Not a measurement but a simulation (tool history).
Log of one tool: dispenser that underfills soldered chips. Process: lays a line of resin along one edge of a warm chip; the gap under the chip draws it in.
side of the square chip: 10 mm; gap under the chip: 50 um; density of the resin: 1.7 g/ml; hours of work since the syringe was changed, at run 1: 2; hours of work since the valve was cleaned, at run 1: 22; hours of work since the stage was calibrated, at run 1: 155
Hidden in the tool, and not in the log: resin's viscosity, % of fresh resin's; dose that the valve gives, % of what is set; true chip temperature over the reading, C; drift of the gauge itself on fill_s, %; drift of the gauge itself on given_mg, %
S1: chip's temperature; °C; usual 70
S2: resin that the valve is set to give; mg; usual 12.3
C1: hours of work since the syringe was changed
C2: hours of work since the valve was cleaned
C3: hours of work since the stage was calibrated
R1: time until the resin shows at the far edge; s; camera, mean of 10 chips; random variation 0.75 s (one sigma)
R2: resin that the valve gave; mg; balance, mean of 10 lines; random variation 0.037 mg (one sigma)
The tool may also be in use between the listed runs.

Run 1, hour 0: usual settings; C1 2; C2 22; C3 155. Result: R1 70.5 s, R2 12.29 mg.
Run 2, hour 3.6: usual settings; C1 4; C2 25; C3 157. Result: R1 80.3 s, R2 12.21 mg.
Run 3, hour 7.4: usual settings; C1 7; C2 28; C3 160. Result: R1 90.4 s, R2 12.26 mg.
At hour 9.2: new syringe of resin.
Run 4, hour 13.1: usual settings but S2 12.1 mg; C1 3; C2 32; C3 164. Result: R1 76.9 s, R2 11.98 mg.
Run 5, hour 19.1: usual settings but S2 12.1 mg; C1 8; C2 36; C3 169. Result: R1 89.2 s, R2 11.93 mg.
At hour 20.6: new syringe of resin.
Run 6, hour 25.1: usual settings; C1 3; C2 41; C3 173. Result: R1 77.8 s, R2 12.08 mg.
Run 7, hour 30: usual settings but S1 62 °C; C1 7; C2 45; C3 177. Result: R1 134 s, R2 12.1 mg.
At hour 31.9: new syringe of resin.
Run 8, hour 35.4: usual settings but S2 12 mg; C1 3; C2 48; C3 181. Result: R1 74.2 s, R2 11.8 mg.
Run 9, hour 39.6: usual settings but S2 15.2 mg; C1 6; C2 52; C3 184. Result: R1 81.9 s, R2 14.96 mg.
At hour 43.3: new syringe of resin.
Run 10, hour 44.6: usual settings but S2 15.2 mg; C1 1; C2 55; C3 187. Result: R1 67.3 s, R2 14.93 mg.
Run 11, hour 50.5: usual settings; C1 5; C2 60; C3 192. Result: R1 82.1 s, R2 12.06 mg.
At hour 54.7: new syringe of resin.
Run 12, hour 56.3: usual settings; C1 1; C2 64; C3 196. Result: R1 70.3 s, R2 11.97 mg.
Run 13, hour 59.1: usual settings; C1 3; C2 66; C3 198. Result: R1 74.7 s, R2 11.97 mg.
At hour 64.3: dispensing valve cleaned and set on the balance.
Run 14, hour 64.6: usual settings; C1 7; C2 0; C3 202. Result: R1 86.7 s, R2 12.32 mg.
At hour 67: new syringe of resin.
Run 15, hour 70.2: usual settings; C1 2; C2 4; C3 206. Result: R1 73.4 s, R2 12.31 mg.
Run 16, hour 73.7: usual settings but S2 15.3 mg; C1 5; C2 7; C3 208. Result: R1 79.7 s, R2 15.19 mg.
At hour 78.4: new syringe of resin.
Run 17, hour 78.4: usual settings but S2 13 mg; C1 0; C2 10; C3 212. Result: R1 65.2 s, R2 12.96 mg.
Run 18, hour 81.3: usual settings but S2 13 mg; C1 2; C2 12; C3 214. Result: R1 71.9 s, R2 12.89 mg.
Run 19, hour 83.7: usual settings but S1 68 °C, S2 10.5 mg; C1 4; C2 14; C3 216. Result: R1 88.2 s, R2 10.46 mg.
Run 20, hour 89: usual settings but S1 75 °C, S2 15.5 mg; C1 8; C2 18; C3 220. Result: R1 68.8 s, R2 15.4 mg.
At hour 89.6: new syringe of resin.
Run 21, hour 93.7: usual settings but S1 68 °C, S2 14.8 mg; C1 3; C2 22; C3 223. Result: R1 82.4 s, R2 14.57 mg.
Run 22, hour 99.1: usual settings but S1 60 °C, S2 14.5 mg; C1 7; C2 26; C3 227. Result: R1 143.7 s, R2 14.3 mg.
At hour 101.1: new syringe of resin.
Run 23, hour 105.2: usual settings but S1 60 °C, S2 13.4 mg; C1 3; C2 30; C3 231. Result: R1 122.2 s, R2 13.16 mg.
Run 24, hour 108.5: usual settings but S1 56 °C, S2 12.9 mg; C1 6; C2 33; C3 234. Result: R1 165.4 s, R2 12.69 mg.
At hour 112.5: new syringe of resin.
Run 25, hour 113.3: usual settings but S1 56 °C, S2 12.9 mg; C1 1; C2 36; C3 237. Result: R1 140.1 s, R2 12.68 mg.
Run 26, hour 116.6: usual settings but S1 56 °C, S2 12.2 mg; C1 3; C2 39; C3 240. Result: R1 153.8 s, R2 11.99 mg.
Run 27, hour 119.5: usual settings but S2 12.7 mg; C1 5; C2 41; C3 242. Result: R1 82.6 s, R2 12.52 mg.

Run 28 comes next. What will it give?
At hour 123.8: new syringe of resin.
Run 28, hour 124.2: usual settings but S1 82 °C; C1 0; C2 44; C3 245. Result: R1 ?, R2 ?.

R1: 38.5 s
R2: 12.08 mg
Without the tool's hidden state the same run would have given R1 39.4 s, R2 12.32 mg.
